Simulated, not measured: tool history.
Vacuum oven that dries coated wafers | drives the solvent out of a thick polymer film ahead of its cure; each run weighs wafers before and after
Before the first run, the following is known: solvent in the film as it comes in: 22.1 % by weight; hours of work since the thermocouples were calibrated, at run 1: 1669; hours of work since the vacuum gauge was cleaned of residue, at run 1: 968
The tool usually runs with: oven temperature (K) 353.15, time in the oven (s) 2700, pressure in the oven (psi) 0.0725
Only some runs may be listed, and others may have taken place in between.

| run | hour | oven temperature (K) | time in the oven (s) | pressure in the oven (psi) | hours of work since the thermocouples were calibrated | hours of work since the vacuum gauge was cleaned of residue | solvent left in the film (%) |
|---|---|---|---|---|---|---|---|
| 1 | 0 | 353.15 | 2700 | 0.0725 | 1669 | 968 | 0.57 |
|  | 54.7 | oven's thermocouples calibrated |
| 2 | 54.7 | 353.15 | 2700 | 0.0725 | 0 | 992 | 1.12 |
| 3 | 115.3 | 353.15 | 2700 | 0.0725 | 27 | 1019 | 1.03 |
| 4 | 170.6 | 353.15 | 2700 | 0.0725 | 51 | 1043 | 1.08 |
| 5 | 227.1 | 353.15 | 2700 | 0.0725 | 76 | 1068 | 1.07 |
| 6 | 278.8 | 353.15 | 2700 | 0.0725 | 99 | 1091 | 1.01 |
| 7 | 306.1 | 353.15 | 2700 | 0.0725 | 111 | 1103 | 1.05 |
| 8 | 336.7 | 353.15 | 2700 | 0.0725 | 125 | 1117 | 1.1 |
| 9 | 363.7 | 353.15 | 2700 | 0.0725 | 137 | 1128 | 1.04 |
| 10 | 392.6 | 353.15 | 2700 | 0.0892 | 150 | 1141 | 1.09 |
| 11 | 448.4 | 341.15 | 2700 | 0.0725 | 174 | 1166 | 4.51 |
| 12 | 503.8 | 341.15 | 2700 | 0.0725 | 199 | 1191 | 4.49 |
| 13 | 562.2 | 341.15 | 2700 | 0.0725 | 225 | 1216 | 4.47 |
| 14 | 601.8 | 341.15 | 2700 | 0.0725 | 242 | 1234 | 4.45 |
| 15 | 660.4 | 341.15 | 2700 | 0.0725 | 268 | 1260 | 4.4 |
| 16 | 720.7 | 353.15 | 2700 | 0.0515 | 295 | 1287 | 0.95 |
| 17 | 771.5 | 353.15 | 2700 | 0.0515 | 317 | 1309 | 0.92 |
| 18 | 813.1 | 353.15 | 2700 | 0.0515 | 336 | 1328 | 0.91 |
| 19 | 872.6 | 353.15 | 2700 | 0.0515 | 362 | 1354 | 0.86 |
| 20 | 937.9 | 353.15 | 1680 | 0.0725 | 391 | 1383 | 2.58 |
| 21 | 965.3 | 353.15 | 1680 | 0.0725 | 403 | 1395 | 2.57 |
| 22 | 1018.4 | 339.15 | 3840 | 0.0473 | 427 | 1418 | 3.02 |
| 23 | 1060.3 | 353.15 | 3480 | 0.0669 | 445 | 1437 | 0.48 |
| 24 | 1098.8 | 344.15 | 2700 | 0.0582 | 462 | 1454 | 3.07 |
| 25 | 1142 | 344.15 | 2700 | 0.0582 | 481 | 1473 | 3.09 |
| 26 | 1169.2 | 353.15 | 2580 | 0.1546 | 493 | 1485 | 1.28 |
| 27 | 1228.6 | 357.15 | 3420 | 0.2228 | 520 | 1511 | 0.66 |
| 28 | 1281.1 | 357.15 | 3420 | 0.2228 | 543 | 1535 | 0.65 |
| 29 | 1337.7 | 365.15 | 3060 | 0.1651 | 568 | 1560 | 0.34 |
| 30 | 1403.3 | 365.15 | 3060 | 0.1651 | 597 | 1589 | 0.32 |
| 31 | 1437.3 | 365.15 | 3060 | 0.0444 | 612 | 1604 | 0.09 |
| 32 | 1496.4 | 355.15 | 2700 | 0.0405 | 638 | 1630 | 0.53 |
| 33 | 1546.6 | 354.15 | 4560 | 0.0405 | 661 | 1652 | 0.22 |
| 34 | 1577.1 | 354.15 | 2760 | 0.0454 | 674 | 1666 | 0.6 |
| 35 | 1622.2 | 354.15 | 2760 | 0.0454 | 694 | 1686 | 0.65 |
| 36 | 1685.9 | 353.15 | 2700 | 0.2022 | 722 | 1714 | 1.2 |
| 37 | 1714.3 | 353.15 | 2700 | 0.2022 | 735 | 1727 | 1.16 |
| 38 | 1773.9 | 353.15 | 2700 | 0.2022 | 761 | 1753 | 1.2 |

For some of the steps in solvent left in the film (%) from one run to the next: how much would appear even if the tool had no hidden state, given the settings, what came in and random variation, and how much remains for the hidden state plus any gauge scatter that the measured result and the result without hidden state don't share?
The hidden state here: true wafer temperature over the reading, C; true pressure over the reading, kPa; drift of the gauge itself on solvent_pct, %.
Run 1 -> 2: oven's thermocouples calibrated. solvent left in the film (%) +0.55: hidden state +0.5, all else +0.05.
Run 10 -> 11: oven temperature (K) 353.15 -> 341.15, pressure in the oven (psi) 0.0892 -> 0.0725. solvent left in the film (%) +3.42: hidden state -0.13, all else +3.55.
Run 15 -> 16: oven temperature (K) 341.15 -> 353.15, pressure in the oven (psi) 0.0725 -> 0.0515. solvent left in the film (%) -3.45: hidden state +0.17, all else -3.62.
Run 22 -> 23: oven temperature (K) 339.15 -> 353.15, time in the oven (s) 3840 -> 3480, pressure in the oven (psi) 0.0473 -> 0.0669. solvent left in the film (%) -2.54: hidden state +0.27, all else -2.81.
Run 23 -> 24: oven temperature (K) 353.15 -> 344.15, time in the oven (s) 3480 -> 2700, pressure in the oven (psi) 0.0669 -> 0.0582. solvent left in the film (%) +2.59: hidden state -0.3, all else +2.89.
